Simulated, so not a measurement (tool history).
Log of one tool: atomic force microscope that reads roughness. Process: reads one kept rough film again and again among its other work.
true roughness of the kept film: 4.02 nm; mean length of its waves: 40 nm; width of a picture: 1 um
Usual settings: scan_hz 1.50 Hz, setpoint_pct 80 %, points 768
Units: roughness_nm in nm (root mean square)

run 1 day=0.000 | scan_hz=1.50 setpoint_pct=80 points=768 | roughness_nm=3.196
run 2 day=0.350 | scan_hz=1.50 setpoint_pct=80 points=768 | roughness_nm=3.160
run 3 day=0.625 | scan_hz=1.50 setpoint_pct=80 points=768 | roughness_nm=3.099
run 4 day=0.871 | scan_hz=1.50 setpoint_pct=80 points=768 | roughness_nm=3.060
run 5 day=1.133 | scan_hz=1.50 setpoint_pct=80 points=768 | roughness_nm=3.021
-- day=1.271 new tip fitted
run 6 day=1.575 | scan_hz=1.50 setpoint_pct=80 points=768 | roughness_nm=3.536
run 7 day=1.879 | scan_hz=1.50 setpoint_pct=80 points=768 | roughness_nm=3.452
run 8 day=2.083 | scan_hz=1.50 setpoint_pct=80 points=768 | roughness_nm=3.452
run 9 day=2.354 | scan_hz=1.50 setpoint_pct=64 points=768 | roughness_nm=3.447
run 10 day=2.779 | scan_hz=1.50 setpoint_pct=80 points=768 | roughness_nm=3.338
run 11 day=3.171 | scan_hz=0.58 setpoint_pct=80 points=768 | roughness_nm=3.323
run 12 day=3.475 | scan_hz=0.58 setpoint_pct=80 points=768 | roughness_nm=3.275
run 13 day=3.821 | scan_hz=0.58 setpoint_pct=80 points=768 | roughness_nm=3.239
run 14 day=4.138 | scan_hz=0.58 setpoint_pct=80 points=768 | roughness_nm=3.196
run 15 day=4.450 | scan_hz=0.58 setpoint_pct=80 points=768 | roughness_nm=3.148
run 16 day=4.771 | scan_hz=0.58 setpoint_pct=80 points=768 | roughness_nm=3.076
-- day=4.833 new tip fitted
run 17 day=5.117 | scan_hz=1.50 setpoint_pct=80 points=768 | roughness_nm=3.535
run 18 day=5.362 | scan_hz=1.50 setpoint_pct=80 points=768 | roughness_nm=3.471
run 19 day=5.700 | scan_hz=1.50 setpoint_pct=80 points=528 | roughness_nm=3.414
run 20 day=6.071 | scan_hz=1.50 setpoint_pct=80 points=528 | roughness_nm=3.356
run 21 day=6.408 | scan_hz=1.50 setpoint_pct=80 points=528 | roughness_nm=3.288
run 22 day=6.592 | scan_hz=0.84 setpoint_pct=78 points=636 | roughness_nm=3.316
run 23 day=6.979 | scan_hz=1.10 setpoint_pct=73 points=1015 | roughness_nm=3.272
run 24 day=7.329 | scan_hz=1.19 setpoint_pct=73 points=750 | roughness_nm=3.211
run 25 day=7.692 | scan_hz=1.19 setpoint_pct=58 points=943 | roughness_nm=3.201
run 26 day=8.012 | scan_hz=1.19 setpoint_pct=58 points=943 | roughness_nm=3.162
-- day=8.383 new tip fitted
run 27 day=8.433 | scan_hz=1.19 setpoint_pct=58 points=943 | roughness_nm=3.694
run 28 day=8.829 | scan_hz=1.10 setpoint_pct=74 points=376 | roughness_nm=3.583
run 29 day=9.221 | scan_hz=1.50 setpoint_pct=64 points=415 | roughness_nm=3.507
run 30 day=9.467 | scan_hz=3.81 setpoint_pct=67 points=444 | roughness_nm=3.358
run 31 day=9.717 | scan_hz=1.00 setpoint_pct=67 points=444 | roughness_nm=3.431
run 32 day=9.917 | scan_hz=2.84 setpoint_pct=67 points=621 | roughness_nm=3.338
run 33 day=10.321 | scan_hz=1.23 setpoint_pct=83 points=768 | roughness_nm=3.257
run 34 day=10.654 | scan_hz=3.30 setpoint_pct=58 points=614 | roughness_nm=3.259
run 35 day=10.862 | scan_hz=3.30 setpoint_pct=58 points=614 | roughness_nm=3.189
run 36 day=11.054 | scan_hz=3.30 setpoint_pct=58 points=614 | roughness_nm=3.209
run 37 day=11.367 | scan_hz=1.50 setpoint_pct=80 points=287 | roughness_nm=3.089
run 38 day=11.592 | scan_hz=0.57 setpoint_pct=63 points=406 | roughness_nm=3.176
run 39 day=11.896 | scan_hz=0.57 setpoint_pct=63 points=406 | roughness_nm=3.135
-- day=11.958 new tip fitted
run 40 day=12.158 | scan_hz=0.57 setpoint_pct=63 points=406 | roughness_nm=3.644
run 41 day=12.408 | scan_hz=0.57 setpoint_pct=63 points=406 | roughness_nm=3.599
run 42 day=12.804 | scan_hz=1.50 setpoint_pct=58 points=768 | roughness_nm=3.538

5 ways to go on from here, each from the tool as it stands after run 42. What would each give?
run A day=13.133 | scan_hz=1.50 setpoint_pct=58 points=274 | roughness_nm=?
run B day=13.133 | scan_hz=1.50 setpoint_pct=86 points=768 | roughness_nm=?
run C day=13.133 | scan_hz=1.50 setpoint_pct=66 points=365 | roughness_nm=?
run D day=13.133 | scan_hz=1.50 setpoint_pct=58 points=269 | roughness_nm=?
run E day=13.133 | scan_hz=1.21 setpoint_pct=78 points=324 | roughness_nm=?

run=A roughness_nm=3.428
run=B roughness_nm=3.335
run=C roughness_nm=3.440
run=D roughness_nm=3.425
run=E roughness_nm=3.385
Without the tool's hidden state the same runs would have given:
run=A roughness_nm=3.685
run=B roughness_nm=3.585
run=C roughness_nm=3.698
run=D roughness_nm=3.683
run=E roughness_nm=3.639
